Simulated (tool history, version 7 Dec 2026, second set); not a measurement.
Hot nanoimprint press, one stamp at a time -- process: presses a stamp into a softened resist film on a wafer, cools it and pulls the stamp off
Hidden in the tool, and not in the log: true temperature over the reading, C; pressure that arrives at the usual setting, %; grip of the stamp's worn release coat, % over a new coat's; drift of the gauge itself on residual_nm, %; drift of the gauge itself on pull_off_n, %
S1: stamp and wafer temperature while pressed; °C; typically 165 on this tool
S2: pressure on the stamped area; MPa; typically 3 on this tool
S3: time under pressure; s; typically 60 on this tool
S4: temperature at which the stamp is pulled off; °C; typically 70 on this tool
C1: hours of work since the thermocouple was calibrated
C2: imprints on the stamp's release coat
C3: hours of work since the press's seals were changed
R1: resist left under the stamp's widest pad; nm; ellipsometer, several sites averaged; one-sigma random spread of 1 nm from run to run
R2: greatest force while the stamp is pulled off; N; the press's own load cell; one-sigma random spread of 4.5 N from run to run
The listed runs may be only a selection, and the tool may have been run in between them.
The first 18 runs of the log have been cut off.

run	day	S1	S2	S3	S4	C1	C2	C3	R1	R2
# day 12.908: stamp cleaned and given a new release coat
19	13.104	153	3	60	67	68	9	233	237.9	224
20	13.808	169	3.84	42	70	78	43	243	118.6	221
21	14.583	169	3.84	42	70	89	80	254	118.9	223
22	15.492	165	3	60	76	101	123	266	142.1	215
23	16.367	165	3	60	76	114	165	279	143.1	211
24	17.029	159	4.38	71	70	123	196	288	154.1	232
25	17.962	159	4.38	71	70	136	241	301	154.3	228
26	18.912	176	2.46	58	66	150	286	315	92.9	237
27	19.521	155	3.77	40	56	158	315	323	226.9	248
28	20.308	157	3	109	70	170	353	335	172.3	241
29	21.1	165	3.21	51	75	181	391	346	145	236
30	21.908	165	3.21	51	75	192	429	357	144.4	224

4 options for the next run, each taken on its own from the tool as it stands now. Forecast them:
A	22.854	174	4.42	51	75	206	475	371	?	?
B	22.854	153	1.88	60	70	206	475	371	?	?
C	22.854	171	2.19	60	70	206	475	371	?	?
D	22.854	165	4.67	82	55	206	475	371	?	?

run	R1	R2
A	78.2	229
B	258.4	246
C	122.3	251
D	101	263
With no hidden state in the tool, these same runs would have given:
run	R1	R2
A	79.2	207
B	261.5	223
C	125.1	227
D	102.6	238

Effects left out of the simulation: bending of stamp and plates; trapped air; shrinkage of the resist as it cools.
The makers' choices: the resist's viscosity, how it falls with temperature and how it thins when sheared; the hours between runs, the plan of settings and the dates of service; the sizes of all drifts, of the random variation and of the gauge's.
